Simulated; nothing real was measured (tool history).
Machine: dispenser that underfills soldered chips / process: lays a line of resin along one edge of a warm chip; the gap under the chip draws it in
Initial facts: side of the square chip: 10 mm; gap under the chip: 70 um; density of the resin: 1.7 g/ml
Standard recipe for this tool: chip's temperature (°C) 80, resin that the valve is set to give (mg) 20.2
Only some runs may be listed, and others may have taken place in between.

run,hour,chip's temperature (°C),resin that the valve is set to give (mg),time until the resin shows at the far edge (s),resin that the valve gave (mg)
1,0,80,20.2,67.2,19.79
2,9.8,69,20.2,159.5,19.55
3,17.1,77,20.2,79.5,19.43
4,26.9,80,20.2,114.1,20.3
5,32.3,80,20.2,66.8,20.27
6,40.1,73,20.2,126.3,20.04
7,45.5,73,20.2,72.5,20.09
8,52.1,73,20.2,101.8,19.89
9,60.7,80,20.2,59.2,19.77
10,70.2,80,20.2,97,19.53
11,76.3,80,20.2,59.4,19.51
12,81.6,80,20.2,76.5,19.53
13,91.4,80,20.2,126,20.09
14,97.8,70,20.2,107.6,19.89
15,108.2,70,20.2,82.1,19.7
16,114.2,70,20.2,112.9,19.64
17,119.7,70,20.2,149.3,19.51
18,125.1,80,25.8,63,24.88
19,130.4,94,20.8,56.7,20.1
20,138.9,68,23,84.3,21.84
21,144.6,82,21.1,69.7,20.96
22,153.8,85,18.9,103.7,18.9
23,158.5,94,20.6,46.7,20.58
24,163.5,94,20.6,59.3,20.33
25,169.7,75,20.6,144.8,20.24
26,176.9,75,20.6,91.8,20.08
27,183.5,66,24.4,170.3,23.82
28,193.6,66,24.4,125.4,23.4
29,204.3,66,24.4,93.1,24.16
30,209.6,66,24.4,125.2,24.22

Put back what was entered between runs (17 entries, withheld): which listed runs does each sit between, and how does the hidden state differ from the listed run before to the listed run after?
Between runs 2 and 3: new syringe of resin (hour 13.4)
  resin's viscosity, % of fresh resin's: 192.2 -> 122; dose that the valve gives, % of what is set: 97.25 -> 96.71; true chip temperature over the reading, C: 0.59 -> 0.61
  measured result minus the result with no hidden state, time until the resin shows at the far edge (s): +75 -> +13.3; resin that the valve gave (mg): -0.55 -> -0.66
Between runs 3 and 4: dispensing valve cleaned and set on the balance (hour 25.2)
  resin's viscosity, % of fresh resin's: 122 -> 195.3; dose that the valve gives, % of what is set: 96.71 -> 100.03; true chip temperature over the reading, C: 0.61 -> 0.64
  measured result minus the result with no hidden state, time until the resin shows at the far edge (s): +13.3 -> +54.5; resin that the valve gave (mg): -0.66 -> +0
Between runs 4 and 5: new syringe of resin (hour 29.9)
  resin's viscosity, % of fresh resin's: 195.3 -> 112.7; dose that the valve gives, % of what is set: 100.03 -> 99.69; true chip temperature over the reading, C: 0.64 -> 0.66
  measured result minus the result with no hidden state, time until the resin shows at the far edge (s): +54.5 -> +6.5; resin that the valve gave (mg): +0 -> -0.06
Between runs 6 and 7: new syringe of resin (hour 45.5)
  resin's viscosity, % of fresh resin's: 170.6 -> 99.9; dose that the valve gives, % of what is set: 99.1 -> 98.75; true chip temperature over the reading, C: 0.68 -> 0.7
  measured result minus the result with no hidden state, time until the resin shows at the far edge (s): +50.7 -> -1.5; resin that the valve gave (mg): -0.18 -> -0.25
Between runs 8 and 9: new syringe of resin (hour 60.7)
  resin's viscosity, % of fresh resin's: 141.7 -> 99.8; dose that the valve gives, % of what is set: 98.29 -> 97.66; true chip temperature over the reading, C: 0.71 -> 0.74
  measured result minus the result with no hidden state, time until the resin shows at the far edge (s): +28.5 -> -1.3; resin that the valve gave (mg): -0.34 -> -0.48
Between runs 10 and 11: new syringe of resin (hour 76.1)
  resin's viscosity, % of fresh resin's: 165.1 -> 99.7; dose that the valve gives, % of what is set: 96.94 -> 96.52; true chip temperature over the reading, C: 0.77 -> 0.79
  measured result minus the result with no hidden state, time until the resin shows at the far edge (s): +37.1 -> -1.4; resin that the valve gave (mg): -0.61 -> -0.7
Between runs 12 and 13: dispensing valve cleaned and set on the balance (hour 83.4)
  resin's viscosity, % of fresh resin's: 132.1 -> 211.2; dose that the valve gives, % of what is set: 96.16 -> 99.08; true chip temperature over the reading, C: 0.8 -> 0.83
  measured result minus the result with no hidden state, time until the resin shows at the far edge (s): +17.5 -> +64.7; resin that the valve gave (mg): -0.77 -> -0.18
Between runs 13 and 14: new syringe of resin (hour 92.3)
  resin's viscosity, % of fresh resin's: 211.2 -> 136.3; dose that the valve gives, % of what is set: 99.08 -> 98.68; true chip temperature over the reading, C: 0.83 -> 0.85
  measured result minus the result with no hidden state, time until the resin shows at the far edge (s): +64.7 -> +26.7; resin that the valve gave (mg): -0.18 -> -0.26
Between runs 14 and 15: new syringe of resin (hour 107.8)
  resin's viscosity, % of fresh resin's: 136.3 -> 102.3; dose that the valve gives, % of what is set: 98.68 -> 97.94; true chip temperature over the reading, C: 0.85 -> 0.88
  measured result minus the result with no hidden state, time until the resin shows at the far edge (s): +26.7 -> -0.3; resin that the valve gave (mg): -0.26 -> -0.41
Between runs 17 and 18: new syringe of resin (hour 123.6)
  resin's viscosity, % of fresh resin's: 188.7 -> 107.6; dose that the valve gives, % of what is set: 97.13 -> 96.77; true chip temperature over the reading, C: 0.92 -> 0.93
  measured result minus the result with no hidden state, time until the resin shows at the far edge (s): +68 -> +2.9; resin that the valve gave (mg): -0.58 -> -0.83
Between runs 19 and 20: new syringe of resin (hour 138.9)
  resin's viscosity, % of fresh resin's: 142.7 -> 99.9; dose that the valve gives, % of what is set: 96.37 -> 95.69; true chip temperature over the reading, C: 0.95 -> 0.97
  measured result minus the result with no hidden state, time until the resin shows at the far edge (s): +16.1 -> -2.6; resin that the valve gave (mg): -0.76 -> -0.99
Between runs 20 and 21: dispensing valve cleaned and set on the balance (hour 141.4)
  resin's viscosity, % of fresh resin's: 99.9 -> 128.2; dose that the valve gives, % of what is set: 95.69 -> 99.8; true chip temperature over the reading, C: 0.97 -> 0.98
  measured result minus the result with no hidden state, time until the resin shows at the far edge (s): -2.6 -> +13.7; resin that the valve gave (mg): -0.99 -> -0.05
Between runs 22 and 23: new syringe of resin (hour 155.7)
  resin's viscosity, % of fresh resin's: 209.2 -> 117.2; dose that the valve gives, % of what is set: 99.19 -> 98.87; true chip temperature over the reading, C: 1.01 -> 1.02
  measured result minus the result with no hidden state, time until the resin shows at the far edge (s): +52.9 -> +5.8; resin that the valve gave (mg): -0.15 -> -0.24
Between runs 25 and 26: new syringe of resin (hour 171.5)
  resin's viscosity, % of fresh resin's: 212.5 -> 134.1; dose that the valve gives, % of what is set: 98.15 -> 97.66; true chip temperature over the reading, C: 1.06 -> 1.08
  measured result minus the result with no hidden state, time until the resin shows at the far edge (s): +74.2 -> +21.2; resin that the valve gave (mg): -0.38 -> -0.48
Between runs 27 and 28: new syringe of resin (hour 186.8)
  resin's viscosity, % of fresh resin's: 190 -> 141.8; dose that the valve gives, % of what is set: 97.13 -> 96.44; true chip temperature over the reading, C: 1.1 -> 1.13
  measured result minus the result with no hidden state, time until the resin shows at the far edge (s): +77.5 -> +33.7; resin that the valve gave (mg): -0.7 -> -0.87
Between runs 28 and 29: dispensing valve cleaned and set on the balance (hour 198.9); new syringe of resin (hour 203.5)
  resin's viscosity, % of fresh resin's: 141.8 -> 106.2; dose that the valve gives, % of what is set: 96.44 -> 99.6; true chip temperature over the reading, C: 1.13 -> 1.15
  measured result minus the result with no hidden state, time until the resin shows at the far edge (s): +33.7 -> +2.1; resin that the valve gave (mg): -0.87 -> -0.09

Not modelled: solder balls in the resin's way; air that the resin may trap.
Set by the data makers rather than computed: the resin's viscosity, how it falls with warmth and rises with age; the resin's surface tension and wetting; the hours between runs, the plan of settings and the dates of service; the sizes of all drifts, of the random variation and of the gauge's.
